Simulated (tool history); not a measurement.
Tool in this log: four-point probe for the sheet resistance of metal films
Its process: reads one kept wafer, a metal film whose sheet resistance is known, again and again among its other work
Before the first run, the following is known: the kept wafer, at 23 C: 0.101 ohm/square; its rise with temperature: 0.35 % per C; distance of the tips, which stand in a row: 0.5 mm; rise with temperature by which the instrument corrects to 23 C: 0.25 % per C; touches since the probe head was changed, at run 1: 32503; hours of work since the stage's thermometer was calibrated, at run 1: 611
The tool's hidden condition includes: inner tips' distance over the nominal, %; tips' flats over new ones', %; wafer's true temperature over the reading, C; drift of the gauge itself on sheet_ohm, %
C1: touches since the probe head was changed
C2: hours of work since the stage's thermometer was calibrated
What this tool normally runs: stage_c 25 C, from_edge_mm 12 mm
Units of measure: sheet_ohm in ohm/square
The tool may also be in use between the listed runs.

run 1 hour=0.0 | stage_c=25 from_edge_mm=12 | C1=32503 C2=611 | sheet_ohm=0.100982
run 2 hour=30.3 | stage_c=26 from_edge_mm=12 | C1=34335 C2=634 | sheet_ohm=0.101079
run 3 hour=46.2 | stage_c=26 from_edge_mm=12 | C1=35301 C2=646 | sheet_ohm=0.101064
run 4 hour=72.7 | stage_c=26 from_edge_mm=12 | C1=36904 C2=667 | sheet_ohm=0.101074
run 5 hour=104.0 | stage_c=25 from_edge_mm=12 | C1=38800 C2=691 | sheet_ohm=0.100957
run 6 hour=118.3 | stage_c=25 from_edge_mm=12 | C1=39667 C2=702 | sheet_ohm=0.100957
run 7 hour=142.9 | stage_c=25 from_edge_mm=12 | C1=41159 C2=721 | sheet_ohm=0.100932
run 8 hour=162.7 | stage_c=25 from_edge_mm=12 | C1=42352 C2=736 | sheet_ohm=0.101042
run 9 hour=184.1 | stage_c=25 from_edge_mm=7 | C1=43649 C2=752 | sheet_ohm=0.101141
run 10 hour=201.1 | stage_c=25 from_edge_mm=7 | C1=44679 C2=765 | sheet_ohm=0.101153
run 11 hour=221.7 | stage_c=25 from_edge_mm=33 | C1=45928 C2=781 | sheet_ohm=0.100857
run 12 hour=234.9 | stage_c=25 from_edge_mm=12 | C1=46726 C2=791 | sheet_ohm=0.100942
run 13 hour=252.3 | stage_c=25 from_edge_mm=12 | C1=47780 C2=805 | sheet_ohm=0.100962
run 14 hour=271.6 | stage_c=19 from_edge_mm=29 | C1=48950 C2=819 | sheet_ohm=0.100309
run 15 hour=286.9 | stage_c=18 from_edge_mm=5 | C1=49874 C2=831 | sheet_ohm=0.100745
run 16 hour=300.0 | stage_c=29 from_edge_mm=5 | C1=50667 C2=841 | sheet_ohm=0.101778
run 17 hour=326.2 | stage_c=29 from_edge_mm=5 | C1=52253 C2=861 | sheet_ohm=0.101784
run 18 hour=339.1 | stage_c=29 from_edge_mm=5 | C1=53037 C2=871 | sheet_ohm=0.101820
run 19 hour=370.4 | stage_c=31 from_edge_mm=12 | C1=54929 C2=895 | sheet_ohm=0.101557
run 20 hour=390.0 | stage_c=31 from_edge_mm=12 | C1=56121 C2=910 | sheet_ohm=0.101532
run 21 hour=405.1 | stage_c=19 from_edge_mm=13 | C1=57034 C2=922 | sheet_ohm=0.100333
run 22 hour=428.5 | stage_c=19 from_edge_mm=13 | C1=58448 C2=940 | sheet_ohm=0.100341
run 23 hour=459.8 | stage_c=35 from_edge_mm=13 | C1=60347 C2=964 | sheet_ohm=0.101826
run 24 hour=489.6 | stage_c=35 from_edge_mm=13 | C1=62152 C2=987 | sheet_ohm=0.101861
run 25 hour=517.7 | stage_c=31 from_edge_mm=12 | C1=63850 C2=1008 | sheet_ohm=0.101522

Subtracting, for every run, the result it would have given without the tool's unlogged condition from the measured result gives the following. The same run-to-run variation enters both numbers; the gauge's scatter may not:
run=1 sheet_ohm=-0.000311
run=2 sheet_ohm=-0.000314
run=3 sheet_ohm=-0.000316
run=4 sheet_ohm=-0.000319
run=5 sheet_ohm=-0.000321
run=6 sheet_ohm=-0.000322
run=7 sheet_ohm=-0.000324
run=8 sheet_ohm=-0.000327
run=9 sheet_ohm=-0.000328
run=10 sheet_ohm=-0.000330
run=11 sheet_ohm=-0.000331
run=12 sheet_ohm=-0.000333
run=13 sheet_ohm=-0.000334
run=14 sheet_ohm=-0.000331
run=15 sheet_ohm=-0.000333
run=16 sheet_ohm=-0.000343
run=17 sheet_ohm=-0.000345
run=18 sheet_ohm=-0.000346
run=19 sheet_ohm=-0.000350
run=20 sheet_ohm=-0.000352
run=21 sheet_ohm=-0.000343
run=22 sheet_ohm=-0.000346
run=23 sheet_ohm=-0.000362
run=24 sheet_ohm=-0.000364
run=25 sheet_ohm=-0.000364

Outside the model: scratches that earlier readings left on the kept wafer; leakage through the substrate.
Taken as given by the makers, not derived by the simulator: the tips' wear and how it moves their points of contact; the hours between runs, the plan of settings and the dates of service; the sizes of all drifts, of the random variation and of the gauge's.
